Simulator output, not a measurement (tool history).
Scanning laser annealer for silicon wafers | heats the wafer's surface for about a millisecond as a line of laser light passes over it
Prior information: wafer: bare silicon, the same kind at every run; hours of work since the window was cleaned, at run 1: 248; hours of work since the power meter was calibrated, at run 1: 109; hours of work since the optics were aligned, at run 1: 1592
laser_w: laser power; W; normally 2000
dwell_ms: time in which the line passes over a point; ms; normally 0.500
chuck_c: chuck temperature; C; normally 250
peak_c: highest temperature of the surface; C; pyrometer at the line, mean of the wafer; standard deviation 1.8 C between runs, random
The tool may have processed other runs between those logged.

run   hour  laser_w  dwell_ms  chuck_c  hours of work since the window was cleaned  hours of work since the power meter was calibrated  hours of work since the optics were aligned  peak_c
  1    0.0     2000     0.500      250                                         248                                                 109                                         1592    1040
  2    6.0     2000     0.500      250                                         251                                                 112                                         1595    1039
  3   11.2     2000     0.519      250                                         255                                                 116                                         1599    1050
  4   19.0     2000     0.519      250                                         259                                                 120                                         1603    1049
  5   27.6     2000     0.500      250                                         265                                                 126                                         1609    1038
  6   34.0     2000     0.492      250                                         269                                                 130                                         1613    1032
  7   41.0     2000     0.492      250                                         273                                                 134                                         1617    1031
  8   50.7     2000     0.492      250                                         279                                                 140                                         1623    1029
  9   59.5     2000     0.492      250                                         284                                                 145                                         1628    1028
 10   66.8     2000     0.492      250                                         289                                                 150                                         1633    1034
 11   75.1     2000     0.492      250                                         294                                                 155                                         1638    1030
 12   79.7     2000     0.492      250                                         296                                                 158                                         1640    1026
 13   88.2     2000     0.460      250                                         302                                                 163                                         1646    1008
 14   97.7     2000     0.487      250                                         307                                                 169                                         1651    1027
 15  106.7     2000     0.500      250                                         313                                                 174                                         1657    1033
 16  115.5     2000     0.500      250                                         318                                                 179                                         1662    1032
 17  120.8     2000     0.410      250                                         322                                                 183                                         1666     968
 18  129.8     2000     0.410      250                                         327                                                 188                                         1671     964
 19  134.0     2000     0.500      250                                         330                                                 191                                         1674    1029
 20  143.7     2000     0.500      250                                         336                                                 197                                         1680    1030
 21  149.6     2000     0.500      250                                         339                                                 200                                         1683    1031
 22  158.6     1824     0.477      216                                         345                                                 206                                         1689     920
 23  166.7     1767     0.500      276                                         350                                                 211                                         1694     972
 24  171.7     1767     0.500      276                                         353                                                 214                                         1697     973
 25  178.5     1767     0.500      210                                         357                                                 218                                         1701     907
 26  186.5     2000     0.372      241                                         362                                                 223                                         1706     926
 27  193.7     2000     0.372      241                                         366                                                 227                                         1710     924
 28  202.6     2172     0.412      250                                         371                                                 233                                         1716    1019
     206.3  -- laser's power meter calibrated
 29  213.6     2172     0.412      250                                         376                                                   4                                         1720    1020
 30  222.5     2189     0.529      258                                         382                                                  10                                         1726    1121
 31  231.2     2097     0.531      269                                         387                                                  15                                         1731    1101
 32  239.2     2097     0.531      269                                         392                                                  20                                         1736    1100
     246.9  -- laser's power meter calibrated, once more
 33  250.7     1891     0.524      263                                         397                                                   2                                         1741    1012
 34  255.2     1891     0.524      263                                         400                                                   5                                         1744    1010
 35  263.7     1812     0.523      250                                         405                                                  10                                         1749     970
 36  269.4     1812     0.523      250                                         409                                                  14                                         1753     969
 37  276.5     1812     0.523      250                                         413                                                  18                                         1757     969
 38  284.4     2196     0.500      250                                         418                                                  23                                         1762    1092
 39  290.5     2061     0.500      252                                         422                                                  27                                         1766    1046
 40  300.0     1994     0.574      214                                         427                                                  32                                         1771    1031

What if the next run were any one of these 4? Each begins from the tool's condition after run 40:
  A  305.6     1762     0.537      266                                         431                                                  36                                         1775       ?
  B  305.6     2115     0.500      250                                         431                                                  36                                         1775       ?
  C  305.6     2141     0.574      214                                         431                                                  36                                         1775       ?
  D  305.6     2000     0.606      250                                         431                                                  36                                         1775       ?

run  peak_c
  A     975
  B    1064
  C    1085
  D    1089
Take away the tool's hidden state, keep each run's random variation, and the runs would have read:
run  peak_c
  A    1024
  B    1120
  C    1146
  D    1147
